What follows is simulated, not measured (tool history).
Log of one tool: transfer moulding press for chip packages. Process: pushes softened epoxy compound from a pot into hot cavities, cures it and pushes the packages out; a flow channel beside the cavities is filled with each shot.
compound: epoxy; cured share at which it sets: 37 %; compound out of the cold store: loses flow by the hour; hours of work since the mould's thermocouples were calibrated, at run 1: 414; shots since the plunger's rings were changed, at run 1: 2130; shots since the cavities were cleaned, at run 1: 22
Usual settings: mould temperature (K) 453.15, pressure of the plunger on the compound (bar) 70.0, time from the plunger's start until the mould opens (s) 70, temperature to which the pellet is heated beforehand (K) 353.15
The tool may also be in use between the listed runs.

run     day  mould temperature (K)  pressure of the plunger on the compound (bar)  time from the plunger's start until the mould opens (s)  temperature to which the pellet is heated beforehand (K)  hours of work since the mould's thermocouples were calibrated  shots since the plunger's rings were changed  shots since the cavities were cleaned  incoming compound's hours out of the cold store  length that the compound runs in the flow channel (mm)  greatest force on the pins that push the packages out (N)
  1   0.000                 453.15                                           70.0                                                       70                                                    353.15                                                            414                                          2130                                     22                                             25.9                                                     820                                                        235
  2   1.671                 453.15                                           70.0                                                       70                                                    353.15                                                            441                                          2706                                    598                                             22.4                                                     844                                                        249
      2.912  -- cavities cleaned with cleaning compound and waxed
      3.642  -- plunger's sealing rings changed
  3   5.192                 453.15                                           70.0                                                       70                                                    345.15                                                            496                                           534                                    750                                             10.1                                                     890                                                        255
      6.012  -- cavities cleaned with cleaning compound and waxed
  4   7.038                 453.15                                           58.8                                                       70                                                    353.15                                                            525                                          1148                                    352                                              9.3                                                     818                                                        245
      8.917  -- cavities cleaned with cleaning compound and waxed
  5  10.558                 453.15                                           70.0                                                       70                                                    347.15                                                            582                                          2342                                    567                                              8.3                                                     903                                                        253
     11.900  -- cavities cleaned with cleaning compound and waxed
  6  12.288                 453.15                                           70.0                                                       68                                                    353.15                                                            609                                          2916                                    135                                             39.4                                                     781                                                        236
     13.454  -- plunger's sealing rings changed
  7  14.404                 453.15                                           70.0                                                       68                                                    353.15                                                            642                                           328                                    828                                             22.3                                                     843                                                        242
     15.092  -- cavities cleaned with cleaning compound and waxed
  8  16.483                 453.15                                           70.0                                                       68                                                    353.15                                                            676                                          1024                                    481                                             30.3                                                     812                                                        257
     17.883  -- cavities cleaned with cleaning compound and waxed
  9  18.400                 453.15                                           70.0                                                       68                                                    353.15                                                            706                                          1662                                    177                                             16.5                                                     863                                                        239
     20.788  -- cavities cleaned with cleaning compound and waxed
 10  21.075                 453.15                                           70.0                                                       68                                                    353.15                                                            749                                          2563                                    100                                             31.2                                                     808                                                        242
 11  22.675                 453.15                                           80.0                                                       70                                                    353.15                                                            775                                          3114                                    651                                             39.0                                                     831                                                        234
     23.304  -- plunger's sealing rings changed
     23.871  -- cavities cleaned with cleaning compound and waxed
     25.567  -- mould's thermocouples calibrated
 12  26.288                 453.15                                           70.0                                                       70                                                    353.15                                                             12                                           979                                    804                                             34.9                                                     794                                                        229
     26.908  -- cavities cleaned with cleaning compound and waxed
 13  28.321                 453.15                                           52.2                                                       70                                                    353.15                                                             44                                          1659                                    488                                             19.9                                                     736                                                        241
     29.762  -- cavities cleaned with cleaning compound and waxed
 14  29.933                 453.15                                           70.0                                                       70                                                    353.15                                                             70                                          2193                                     59                                             13.8                                                     874                                                        239
 15  32.317                 453.15                                           70.0                                                       58                                                    353.15                                                            109                                          3013                                    879                                             19.9                                                     852                                                        306
     32.692  -- cavities cleaned with cleaning compound and waxed
     33.400  -- plunger's sealing rings changed
 16  34.517                 453.15                                           76.7                                                      100                                                    353.15                                                            142                                           384                                    592                                             45.2                                                     792                                                        224
     35.746  -- cavities cleaned with cleaning compound and waxed
 17  37.033                 453.15                                           76.7                                                      100                                                    353.15                                                            182                                          1230                                    444                                             35.4                                                     825                                                        223
     38.642  -- cavities cleaned with cleaning compound and waxed
 18  38.642                 459.15                                           70.0                                                       78                                                    358.15                                                            208                                          1763                                      0                                              9.8                                                     873                                                        216
     41.442  -- cavities cleaned with cleaning compound and waxed
 19  41.442                 454.15                                           57.8                                                       53                                                    355.15                                                            253                                          2706                                      0                                             19.6                                                     775                                                        355

Forecast run 20:
     43.229  -- plunger's sealing rings changed
     44.583  -- cavities cleaned with cleaning compound and waxed
 20  44.975                 458.15                                           55.4                                                       57                                                    351.15                                                            308                                           579                                    135                                             26.5                                                       ?                                                          ?

Run 20 gave length that the compound runs in the flow channel (mm) 721, greatest force on the pins that push the packages out (N) 254.
Without the tool's hidden state the same run would have given length that the compound runs in the flow channel (mm) 721, greatest force on the pins that push the packages out (N) 253.
